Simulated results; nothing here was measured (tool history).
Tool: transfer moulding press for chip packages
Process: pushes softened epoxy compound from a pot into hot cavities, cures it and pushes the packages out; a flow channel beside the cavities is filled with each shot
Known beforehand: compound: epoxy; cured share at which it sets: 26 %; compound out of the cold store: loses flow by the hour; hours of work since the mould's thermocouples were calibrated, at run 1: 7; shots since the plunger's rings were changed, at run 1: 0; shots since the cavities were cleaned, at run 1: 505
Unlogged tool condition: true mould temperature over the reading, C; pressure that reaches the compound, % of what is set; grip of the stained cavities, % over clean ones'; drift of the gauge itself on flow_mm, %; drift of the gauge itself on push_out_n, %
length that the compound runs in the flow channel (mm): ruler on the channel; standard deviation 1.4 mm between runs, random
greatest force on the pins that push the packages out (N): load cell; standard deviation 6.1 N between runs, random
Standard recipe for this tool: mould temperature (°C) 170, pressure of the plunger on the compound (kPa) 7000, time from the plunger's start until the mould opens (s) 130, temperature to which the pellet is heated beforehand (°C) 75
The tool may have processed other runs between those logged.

| run | day | mould temperature (°C) | pressure of the plunger on the compound (kPa) | time from the plunger's start until the mould opens (s) | temperature to which the pellet is heated beforehand (°C) | hours of work since the mould's thermocouples were calibrated | shots since the plunger's rings were changed | shots since the cavities were cleaned | incoming compound's hours out of the cold store | length that the compound runs in the flow channel (mm) | greatest force on the pins that push the packages out (N) |
|---|---|---|---|---|---|---|---|---|---|---|---|
| 1 | 0 | 170 | 7000 | 130 | 75 | 7 | 0 | 505 | 39.2 | 466 | 342 |
|  | 0.562 | cavities cleaned with cleaning compound and waxed |
| 2 | 0.608 | 170 | 7000 | 130 | 75 | 14 | 100 | 8 | 11.2 | 565 | 442 |
| 3 | 0.942 | 170 | 7000 | 130 | 75 | 19 | 161 | 69 | 47.5 | 440 | 450 |
| 4 | 1.246 | 170 | 7000 | 130 | 75 | 23 | 217 | 125 | 9.8 | 575 | 453 |
|  | 1.475 | cavities cleaned with cleaning compound and waxed, once more |
| 5 | 1.6 | 170 | 7000 | 170 | 75 | 27 | 270 | 22 | 15.4 | 551 | 231 |
| 6 | 1.954 | 170 | 7000 | 170 | 75 | 31 | 336 | 88 | 31 | 492 | 242 |
| 7 | 2.483 | 170 | 7000 | 153 | 75 | 38 | 433 | 185 | 33.7 | 481 | 282 |
| 8 | 2.888 | 170 | 7000 | 130 | 75 | 44 | 507 | 259 | 47.7 | 436 | 308 |
| 9 | 3.175 | 170 | 7000 | 130 | 75 | 48 | 559 | 311 | 24 | 512 | 305 |
| 10 | 3.675 | 164 | 7000 | 130 | 75 | 54 | 652 | 404 | 44.7 | 453 | 395 |
| 11 | 4.062 | 164 | 7000 | 130 | 75 | 60 | 723 | 475 | 15 | 561 | 436 |
| 12 | 4.292 | 164 | 7000 | 130 | 75 | 63 | 765 | 517 | 40.1 | 469 | 423 |
|  | 4.775 | cavities cleaned with cleaning compound and waxed |
| 13 | 4.8 | 164 | 7000 | 130 | 75 | 69 | 847 | 5 | 27 | 513 | 302 |
| 14 | 5.3 | 164 | 7000 | 130 | 75 | 75 | 938 | 96 | 10.7 | 579 | 338 |
| 15 | 5.812 | 164 | 7000 | 130 | 75 | 82 | 1032 | 190 | 15.4 | 558 | 361 |
| 16 | 6.25 | 170 | 5490 | 130 | 75 | 88 | 1113 | 271 | 17.1 | 473 | 306 |
| 17 | 6.475 | 162 | 6420 | 130 | 75 | 91 | 1154 | 312 | 40.5 | 449 | 420 |
| 18 | 6.838 | 170 | 7000 | 157 | 75 | 96 | 1220 | 378 | 17.2 | 536 | 310 |
| 19 | 7.229 | 170 | 7000 | 139 | 75 | 101 | 1292 | 450 | 39.8 | 454 | 341 |
| 20 | 7.575 | 170 | 7000 | 144 | 80 | 106 | 1356 | 514 | 47.8 | 429 | 344 |
|  | 8.108 | cavities cleaned with cleaning compound and waxed |
| 21 | 8.183 | 170 | 7000 | 144 | 80 | 113 | 1455 | 13 | 43.3 | 441 | 223 |
| 22 | 8.717 | 170 | 7000 | 144 | 80 | 120 | 1554 | 112 | 31.9 | 481 | 259 |
| 23 | 9.162 | 170 | 7000 | 144 | 73 | 126 | 1635 | 193 | 29.3 | 487 | 285 |
| 24 | 9.538 | 166 | 7000 | 130 | 75 | 131 | 1704 | 262 | 34 | 479 | 339 |
| 25 | 9.917 | 166 | 7000 | 130 | 75 | 136 | 1774 | 332 | 38.4 | 466 | 348 |
| 26 | 10.212 | 166 | 7000 | 130 | 75 | 140 | 1828 | 386 | 42.2 | 450 | 375 |
| 27 | 10.5 | 165 | 5770 | 130 | 68 | 144 | 1881 | 439 | 35.2 | 431 | 389 |

Forecast each of these 3 alternatives for the next run:
| A | 11.017 | 165 | 5770 | 140 | 76 | 151 | 1976 | 534 | 47.1 | ? | ? |
| B | 11.017 | 174 | 7260 | 130 | 68 | 151 | 1976 | 534 | 20.5 | ? | ? |
| C | 11.017 | 170 | 7000 | 130 | 76 | 151 | 1976 | 534 | 14.4 | ? | ? |

| run | length that the compound runs in the flow channel (mm) | greatest force on the pins that push the packages out (N) |
|---|---|---|
| A | 394 | 369 |
| B | 521 | 352 |
| C | 539 | 367 |
The same runs, with their run-to-run variation unchanged, on a tool lacking any hidden condition would have given:
| run | length that the compound runs in the flow channel (mm) | greatest force on the pins that push the packages out (N) |
|---|---|---|
| A | 405 | 245 |
| B | 536 | 236 |
| C | 555 | 244 |
